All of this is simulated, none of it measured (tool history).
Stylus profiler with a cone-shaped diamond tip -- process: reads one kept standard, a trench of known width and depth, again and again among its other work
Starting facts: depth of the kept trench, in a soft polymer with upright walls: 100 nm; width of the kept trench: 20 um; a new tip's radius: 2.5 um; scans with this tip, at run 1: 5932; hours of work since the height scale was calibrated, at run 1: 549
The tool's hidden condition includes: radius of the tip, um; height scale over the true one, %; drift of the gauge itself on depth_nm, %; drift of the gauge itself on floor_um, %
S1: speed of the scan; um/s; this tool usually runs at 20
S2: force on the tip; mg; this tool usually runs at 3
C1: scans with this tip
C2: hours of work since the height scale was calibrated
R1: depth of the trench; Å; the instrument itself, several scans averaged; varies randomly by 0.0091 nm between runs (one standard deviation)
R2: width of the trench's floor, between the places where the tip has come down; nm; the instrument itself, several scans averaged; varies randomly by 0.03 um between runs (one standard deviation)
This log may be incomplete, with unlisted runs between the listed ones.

{"run": 1, "hour": 0.0, "S1": 20, "S2": 3, "C1": 5932, "C2": 549, "R1": 1019.33, "R2": 18340}
{"run": 2, "hour": 58.2, "S1": 20, "S2": 3, "C1": 6254, "C2": 579, "R1": 1019.31, "R2": 18350}
{"run": 3, "hour": 115.8, "S1": 20, "S2": 3, "C1": 6572, "C2": 608, "R1": 1019.62, "R2": 18310}
{"run": 4, "hour": 149.2, "S1": 20, "S2": 3, "C1": 6756, "C2": 625, "R1": 1019.41, "R2": 18350}
{"run": 5, "hour": 206.7, "S1": 20, "S2": 2.75, "C1": 7073, "C2": 654, "R1": 1018.54, "R2": 18390}
{"run": 6, "hour": 240.2, "S1": 20, "S2": 2.75, "C1": 7258, "C2": 671, "R1": 1018.5, "R2": 18380}
{"run": 7, "hour": 268.7, "S1": 20, "S2": 7.95, "C1": 7415, "C2": 686, "R1": 1036.56, "R2": 18360}
{"run": 8, "hour": 311.8, "S1": 20, "S2": 7.95, "C1": 7653, "C2": 708, "R1": 1036.39, "R2": 18340}
{"run": 9, "hour": 337.6, "S1": 23, "S2": 7.95, "C1": 7795, "C2": 721, "R1": 1036.44, "R2": 18380}
{"run": 10, "hour": 374.2, "S1": 23, "S2": 7.95, "C1": 7997, "C2": 740, "R1": 1036.57, "R2": 18330}
{"run": 11, "hour": 432.0, "S1": 23, "S2": 7.95, "C1": 8316, "C2": 769, "R1": 1036.61, "R2": 18300}
{"run": 12, "hour": 468.3, "S1": 20, "S2": 5.05, "C1": 8516, "C2": 788, "R1": 1027.37, "R2": 18340}
{"run": 13, "hour": 520.9, "S1": 20, "S2": 1.73, "C1": 8807, "C2": 815, "R1": 1014.18, "R2": 18220}
{"run": 14, "hour": 571.2, "S1": 20, "S2": 3, "C1": 9084, "C2": 840, "R1": 1019.85, "R2": 18250}
{"run": 15, "hour": 629.3, "S1": 20, "S2": 3, "C1": 9404, "C2": 870, "R1": 1019.9, "R2": 18270}
{"run": 16, "hour": 672.6, "S1": 20, "S2": 3, "C1": 9643, "C2": 892, "R1": 1019.87, "R2": 18230}
{"run": 17, "hour": 714.8, "S1": 20, "S2": 3, "C1": 9876, "C2": 914, "R1": 1020.02, "R2": 18270}
{"hour": 750.5, "done": "height scale calibrated on a step standard"}
{"run": 18, "hour": 771.3, "S1": 20, "S2": 3, "C1": 10185, "C2": 11, "R1": 1020.51, "R2": 18250}
{"run": 19, "hour": 808.6, "S1": 20, "S2": 3, "C1": 10391, "C2": 30, "R1": 1020.64, "R2": 18210}
{"run": 20, "hour": 854.9, "S1": 14, "S2": 3, "C1": 10647, "C2": 53, "R1": 1020.54, "R2": 18270}
{"run": 21, "hour": 909.1, "S1": 20, "S2": 1.07, "C1": 10946, "C2": 81, "R1": 1011.51, "R2": 18180}
{"run": 22, "hour": 941.1, "S1": 20, "S2": 1.07, "C1": 11122, "C2": 97, "R1": 1011.59, "R2": 18160}
{"run": 23, "hour": 1001.2, "S1": 36, "S2": 3, "C1": 11454, "C2": 128, "R1": 1020.8, "R2": 18100}
{"run": 24, "hour": 1034.0, "S1": 36, "S2": 3, "C1": 11635, "C2": 145, "R1": 1020.86, "R2": 18120}
{"hour": 1059.2, "done": "height scale calibrated on a step standard, once more"}
{"run": 25, "hour": 1081.7, "S1": 6, "S2": 4.93, "C1": 11895, "C2": 11, "R1": 1025.43, "R2": 18270}
{"run": 26, "hour": 1125.4, "S1": 50, "S2": 2.97, "C1": 12136, "C2": 34, "R1": 1017.98, "R2": 18070}
{"run": 27, "hour": 1179.1, "S1": 70, "S2": 2.63, "C1": 12433, "C2": 61, "R1": 1016.63, "R2": 17950}
{"run": 28, "hour": 1213.7, "S1": 70, "S2": 2.63, "C1": 12623, "C2": 79, "R1": 1016.84, "R2": 17940}
{"run": 29, "hour": 1252.5, "S1": 70, "S2": 2.63, "C1": 12838, "C2": 99, "R1": 1016.9, "R2": 17910}
{"run": 30, "hour": 1283.7, "S1": 8, "S2": 2.63, "C1": 13010, "C2": 115, "R1": 1016.82, "R2": 18280}
{"run": 31, "hour": 1315.2, "S1": 18, "S2": 1.38, "C1": 13184, "C2": 131, "R1": 1010.76, "R2": 18140}
{"run": 32, "hour": 1358.4, "S1": 18, "S2": 1.38, "C1": 13422, "C2": 153, "R1": 1010.95, "R2": 18140}
{"run": 33, "hour": 1418.4, "S1": 18, "S2": 1.38, "C1": 13753, "C2": 183, "R1": 1011.02, "R2": 18100}
{"run": 34, "hour": 1449.1, "S1": 18, "S2": 1.38, "C1": 13922, "C2": 199, "R1": 1011.11, "R2": 18100}
{"run": 35, "hour": 1484.0, "S1": 18, "S2": 1.38, "C1": 14115, "C2": 217, "R1": 1011.05, "R2": 18140}
{"run": 36, "hour": 1512.2, "S1": 18, "S2": 1.38, "C1": 14271, "C2": 231, "R1": 1011.18, "R2": 18100}
{"run": 37, "hour": 1537.5, "S1": 16, "S2": 7.26, "C1": 14410, "C2": 244, "R1": 1033.31, "R2": 18240}
{"run": 38, "hour": 1590.2, "S1": 5, "S2": 2.76, "C1": 14701, "C2": 271, "R1": 1017.53, "R2": 18250}
{"run": 39, "hour": 1618.1, "S1": 5, "S2": 2.76, "C1": 14855, "C2": 285, "R1": 1017.72, "R2": 18230}
{"run": 40, "hour": 1667.2, "S1": 5, "S2": 2.76, "C1": 15126, "C2": 310, "R1": 1017.69, "R2": 18180}
{"run": 41, "hour": 1724.8, "S1": 5, "S2": 2.76, "C1": 15444, "C2": 340, "R1": 1017.62, "R2": 18150}

Run 42, settings as shown, results not yet in. Your forecast:
{"run": 42, "hour": 1769.1, "S1": 70, "S2": 6.27, "C1": 15688, "C2": 362, "R1": "?", "R2": "?"}

{"run 42": {"R1": 1030.54, "R2": 17970}}
The same run, on a tool lacking any hidden state, would have yielded R1 1030.05 Å, R2 18370 nm.
